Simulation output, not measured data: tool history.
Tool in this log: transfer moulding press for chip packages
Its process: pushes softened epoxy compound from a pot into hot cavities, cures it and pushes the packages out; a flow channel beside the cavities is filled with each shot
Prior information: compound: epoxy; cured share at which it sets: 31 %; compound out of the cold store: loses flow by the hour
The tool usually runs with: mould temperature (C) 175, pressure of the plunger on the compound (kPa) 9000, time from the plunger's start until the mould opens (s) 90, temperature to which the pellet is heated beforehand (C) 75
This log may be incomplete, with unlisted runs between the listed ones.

run   hour  mould temperature (C)  pressure of the plunger on the compound (kPa)  time from the plunger's start until the mould opens (s)  temperature to which the pellet is heated beforehand (C)  incoming compound's hours out of the cold store  length that the compound runs in the flow channel (mm)  greatest force on the pins that push the packages out (N)
  1    0.0                    175                                           9000                                                       90                                                        75                                             14.1                                                     551                                                        961
      16.3  -- cavities cleaned with cleaning compound and waxed
  2   21.5                    175                                           9000                                                       90                                                        75                                             37.8                                                     488                                                        536
  3   58.3                    175                                           9290                                                       90                                                        75                                             11.9                                                     563                                                        802
  4   91.7                    175                                           9290                                                       90                                                        69                                             43.3                                                     486                                                        808
  5  109.0                    175                                           9290                                                       90                                                        69                                             35.6                                                     502                                                        872
  6  132.2                    175                                           9000                                                       90                                                        75                                             35.6                                                     491                                                        907
     149.3  -- cavities cleaned with cleaning compound and waxed
  7  156.2                    175                                           9000                                                       90                                                        75                                             18.0                                                     524                                                        588
  8  185.9                    175                                           9000                                                       90                                                        75                                             31.6                                                     499                                                        750
  9  215.4                    175                                           9000                                                      103                                                        75                                             20.3                                                     516                                                        733
 10  232.8                    175                                           9000                                                      103                                                        75                                             27.3                                                     502                                                        715
 11  252.7                    175                                           9000                                                      103                                                        75                                              9.1                                                     543                                                        806
     282.9  -- cavities cleaned with cleaning compound and waxed
 12  282.9                    175                                           9000                                                      103                                                        75                                             34.5                                                     484                                                        440
 13  299.1                    170                                           9000                                                       90                                                        75                                             31.3                                                     499                                                        875
 14  332.4                    170                                           9000                                                       90                                                        75                                             31.3                                                     498                                                       1116
 15  352.1                    177                                          10250                                                      118                                                        85                                             43.9                                                     485                                                        645
 16  383.1                    177                                          10250                                                      118                                                        85                                             40.0                                                     487                                                        673

The next listed run, before its measurement:
 17  409.5                    177                                          10250                                                      118                                                        85                                             31.0                                                       ?                                                          ?

Run 17 yielded length that the compound runs in the flow channel (mm) 510, greatest force on the pins that push the packages out (N) 711.
On a tool with no hidden condition, and with the same random variation, this run would have come out at length that the compound runs in the flow channel (mm) 553, greatest force on the pins that push the packages out (N) 378.
